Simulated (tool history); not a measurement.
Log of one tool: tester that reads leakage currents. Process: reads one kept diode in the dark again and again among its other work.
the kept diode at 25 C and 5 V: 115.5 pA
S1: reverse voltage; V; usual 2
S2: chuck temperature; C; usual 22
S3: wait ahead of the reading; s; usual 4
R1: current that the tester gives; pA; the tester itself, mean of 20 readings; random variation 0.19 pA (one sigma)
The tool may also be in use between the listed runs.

run,hour,S1,S2,S3,R1
1,0,2,22,4,57.5
2,133.7,2,22,4,57.32
3,248.8,2,22,4.39,57.18
# hour 279.8: probe card cleaned and baked
4,369.7,2,22,4.39,56.45
5,465.8,2,22,4.39,55.85
6,632.9,2,22,4.39,55.86
# hour 655.9: tester calibrated
# hour 657.9: chuck's temperature calibrated
7,813.1,2,22,4,59.35
8,918.8,2,22,4,59.4
9,1017.1,2,22,4,58.83
10,1121.2,2,22,4,58.76
11,1309.2,2,22,4,58.26
12,1441,2,22,4,57.88
13,1636.8,12.37,54,0.76,1666.8
14,1729.2,12.37,54,0.76,1650.54
15,1821.6,12.37,54,0.76,1655.18
16,2030.3,12.37,54,0.76,1653.64
# hour 2053: probe card cleaned and baked
17,2241.9,10.44,22,4,113.34
18,2421.6,2,37,0.67,200.97
19,2513.3,2,37,0.67,200.72
# hour 2593.5: chuck's temperature calibrated
20,2603.8,2,37,0.67,218.85
21,2710.4,2,37,0.67,218.52

4 ways to go on from here, each from the tool as it stands after run 21. What would each give?
A,2812,2.62,37,8.11,?
B,2812,2,39,0.67,?
C,2812,4.1,24,0.32,?
D,2812,2.52,22,1.1,?

run,R1
A,240.88
B,254.12
C,100.69
D,66.7
Without the tool's hidden state the same runs would have given:
run,R1
A,240.74
B,253.99
C,100.4
D,66.57
